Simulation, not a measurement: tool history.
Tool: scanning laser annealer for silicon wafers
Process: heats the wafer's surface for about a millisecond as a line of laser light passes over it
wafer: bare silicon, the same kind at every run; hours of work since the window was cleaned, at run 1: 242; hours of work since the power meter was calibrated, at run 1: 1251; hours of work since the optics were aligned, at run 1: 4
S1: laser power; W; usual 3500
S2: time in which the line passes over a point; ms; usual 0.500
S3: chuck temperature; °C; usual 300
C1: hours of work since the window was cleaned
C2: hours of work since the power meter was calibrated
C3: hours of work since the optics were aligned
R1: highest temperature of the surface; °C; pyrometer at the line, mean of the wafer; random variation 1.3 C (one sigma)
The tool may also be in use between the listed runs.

Run 1, hour 0.0: usual settings; C1 242; C2 1251; C3 4. Result: R1 1135 °C.
Run 2, hour 53.6: usual settings; C1 268; C2 1277; C3 29. Result: R1 1133 °C.
Run 3, hour 113.3: usual settings but S2 0.481 ms; C1 296; C2 1306; C3 58. Result: R1 1116 °C.
Run 4, hour 167.5: usual settings but S2 0.481 ms; C1 322; C2 1332; C3 84. Result: R1 1115 °C.
Run 5, hour 228.0: usual settings but S3 260 °C; C1 351; C2 1361; C3 113. Result: R1 1091 °C.
Run 6, hour 306.8: usual settings but S3 260 °C; C1 389; C2 1398; C3 151. Result: R1 1091 °C.
Run 7, hour 348.8: usual settings but S3 316 °C; C1 409; C2 1419; C3 171. Result: R1 1144 °C.
Run 8, hour 409.2: usual settings but S3 316 °C; C1 438; C2 1448; C3 200. Result: R1 1147 °C.
Run 9, hour 492.1: usual settings but S3 316 °C; C1 478; C2 1487; C3 240. Result: R1 1143 °C.
Run 10, hour 570.4: usual settings but S1 3439 W; C1 515; C2 1525; C3 277. Result: R1 1107 °C.
Run 11, hour 621.0: usual settings but S2 0.576 ms; C1 540; C2 1549; C3 301. Result: R1 1192 °C.
Run 12, hour 660.2: usual settings but S2 0.576 ms; C1 558; C2 1568; C3 320. Result: R1 1188 °C.
Run 13, hour 725.0: usual settings but S2 0.576 ms; C1 589; C2 1599; C3 351. Result: R1 1190 °C.
Run 14, hour 792.2: usual settings but S2 0.576 ms; C1 622; C2 1631; C3 384. Result: R1 1188 °C.
Run 15, hour 852.7: usual settings but S2 0.407 ms; C1 651; C2 1660; C3 413. Result: R1 1037 °C.
At hour 860.2: window over the wafer cleaned.
Run 16, hour 896.5: usual settings but S1 3228 W; C1 17; C2 1680; C3 433. Result: R1 1032 °C.
Run 17, hour 983.2: usual settings but S3 307 °C; C1 59; C2 1722; C3 474. Result: R1 1124 °C.
Run 18, hour 1020.6: usual settings but S3 307 °C; C1 77; C2 1740; C3 492. Result: R1 1121 °C.
Run 19, hour 1105.6: usual settings but S3 307 °C; C1 118; C2 1781; C3 533. Result: R1 1121 °C.
Run 20, hour 1179.6: usual settings but S3 307 °C; C1 153; C2 1816; C3 568. Result: R1 1121 °C.
Run 21, hour 1216.2: usual settings but S1 3406 W, S2 0.444 ms, S3 318 °C; C1 171; C2 1834; C3 586. Result: R1 1054 °C.
At hour 1261.2: window over the wafer cleaned, once more.
Run 22, hour 1292.9: usual settings but S1 3406 W, S2 0.594 ms, S3 335 °C; C1 15; C2 1869; C3 622. Result: R1 1216 °C.
Run 23, hour 1337.4: usual settings but S1 3731 W, S2 0.490 ms, S3 292 °C; C1 37; C2 1891; C3 643. Result: R1 1183 °C.
Run 24, hour 1378.7: usual settings but S1 3731 W, S2 0.490 ms, S3 292 °C; C1 56; C2 1911; C3 663. Result: R1 1186 °C.
Run 25, hour 1447.9: usual settings but S1 3731 W, S2 0.490 ms, S3 292 °C; C1 90; C2 1944; C3 696. Result: R1 1185 °C.
Run 26, hour 1503.3: usual settings but S1 3731 W, S2 0.418 ms, S3 299 °C; C1 116; C2 1970; C3 723. Result: R1 1117 °C.
Run 27, hour 1548.1: usual settings but S1 3731 W, S2 0.418 ms, S3 299 °C; C1 138; C2 1992; C3 744. Result: R1 1120 °C.
Run 28, hour 1601.9: usual settings but S2 0.478 ms, S3 316 °C; C1 163; C2 2018; C3 770. Result: R1 1124 °C.
Run 29, hour 1666.5: usual settings but S1 3059 W, S2 0.432 ms, S3 265 °C; C1 194; C2 2048; C3 801. Result: R1 904 °C.
Run 30, hour 1729.7: usual settings but S2 0.498 ms, S3 336 °C; C1 225; C2 2079; C3 831. Result: R1 1160 °C.
Run 31, hour 1789.0: usual settings but S2 0.498 ms, S3 336 °C; C1 253; C2 2107; C3 860. Result: R1 1160 °C.
Run 32, hour 1866.1: usual settings but S1 3540 W, S2 0.591 ms, S3 330 °C; C1 290; C2 2144; C3 897. Result: R1 1246 °C.
Run 33, hour 1948.5: usual settings but S1 3257 W, S2 0.387 ms, S3 263 °C; C1 330; C2 2184; C3 936. Result: R1 917 °C.
Run 34, hour 1990.8: usual settings but S1 3257 W, S2 0.538 ms, S3 289 °C; C1 350; C2 2204; C3 956. Result: R1 1068 °C.
Run 35, hour 2044.2: usual settings but S1 3257 W, S2 0.538 ms, S3 289 °C; C1 375; C2 2230; C3 982. Result: R1 1064 °C.
Run 36, hour 2086.3: usual settings but S1 3313 W; C1 396; C2 2250; C3 1002. Result: R1 1064 °C.
Run 37, hour 2127.9: usual settings but S1 3691 W, S2 0.571 ms, S3 298 °C; C1 416; C2 2270; C3 1022. Result: R1 1242 °C.
Run 38, hour 2197.5: usual settings but S1 3691 W, S2 0.571 ms, S3 298 °C; C1 449; C2 2303; C3 1055. Result: R1 1241 °C.
Run 39, hour 2243.8: usual settings but S1 3691 W, S2 0.571 ms, S3 298 °C; C1 471; C2 2325; C3 1078. Result: R1 1240 °C.
Run 40, hour 2295.0: usual settings but S1 3768 W, S2 0.586 ms, S3 293 °C; C1 496; C2 2350; C3 1102. Result: R1 1274 °C.

4 ways to go on from here, each from the tool as it stands after run 40. What would each give?
Run A, hour 2334.3: usual settings but S1 3188 W, S2 0.522 ms, S3 293 °C; C1 515; C2 2369; C3 1121. Result: R1 ?.
Run B, hour 2334.3: usual settings but S1 3569 W, S2 0.363 ms, S3 329 °C; C1 515; C2 2369; C3 1121. Result: R1 ?.
Run C, hour 2334.3: usual settings but S1 3768 W, S2 0.425 ms, S3 310 °C; C1 515; C2 2369; C3 1121. Result: R1 ?.
Run D, hour 2334.3: usual settings but S1 3820 W, S2 0.459 ms, S3 271 °C; C1 515; C2 2369; C3 1121. Result: R1 ?.

run    R1
  A  1033
  B  1033
  C  1134
  D  1147
Without the tool's hidden state the same runs would have given:
run    R1
  A  1048
  B  1048
  C  1151
  D  1165

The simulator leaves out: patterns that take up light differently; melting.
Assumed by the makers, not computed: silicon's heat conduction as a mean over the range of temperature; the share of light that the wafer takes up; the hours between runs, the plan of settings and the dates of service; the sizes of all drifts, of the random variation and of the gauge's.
